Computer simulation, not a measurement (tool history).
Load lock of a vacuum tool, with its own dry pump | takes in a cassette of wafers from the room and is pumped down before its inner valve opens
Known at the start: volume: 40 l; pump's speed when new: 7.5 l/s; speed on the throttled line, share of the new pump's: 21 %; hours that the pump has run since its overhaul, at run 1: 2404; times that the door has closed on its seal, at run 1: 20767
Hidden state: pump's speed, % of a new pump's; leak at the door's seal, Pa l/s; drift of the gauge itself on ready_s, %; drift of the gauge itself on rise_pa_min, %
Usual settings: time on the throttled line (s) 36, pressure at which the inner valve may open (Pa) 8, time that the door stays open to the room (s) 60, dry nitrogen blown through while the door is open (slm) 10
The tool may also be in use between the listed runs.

run,hour,time on the throttled line (s),pressure at which the inner valve may open (Pa),time that the door stays open to the room (s),dry nitrogen blown through while the door is open (slm),hours that the pump has run since its overhaul,times that the door has closed on its seal,"incoming humidity of the room's air, %",time from the closed door until the inner valve may open (s),rise of the pressure with all valves shut (Pa/min)
1,0.0,36,8,60,10,2404,20767,44.2,81.2,0.233
2,82.4,36,8,60,10,2486,21119,44.7,80.4,0.239
3,238.9,36,8,60,10,2643,21789,46.4,81.0,0.254
4,379.3,36,8,60,10,2783,22391,44.4,80.5,0.261
5,496.8,36,8,218,10,2901,22894,45.4,80.5,0.351
6,677.6,36,8,218,10,3082,23668,45.4,81.5,0.364
7,831.6,36,8,218,10,3235,24328,46.2,81.8,0.379
8,954.1,36,8,218,10,3358,24852,44.7,80.9,0.371
9,1046.1,36,8,218,10,3450,25246,46.2,80.0,0.385

The next listed run, before its measurement:
10,1198.9,36,8,218,10,3603,25900,45.6,?,?

{"run 10": {"time from the closed door until the inner valve may open (s)": 82.5, "rise of the pressure with all valves shut (Pa/min)": 0.389}}
Without the tool's hidden state the same run would have given time from the closed door until the inner valve may open (s) 81.0, rise of the pressure with all valves shut (Pa/min) 0.129.
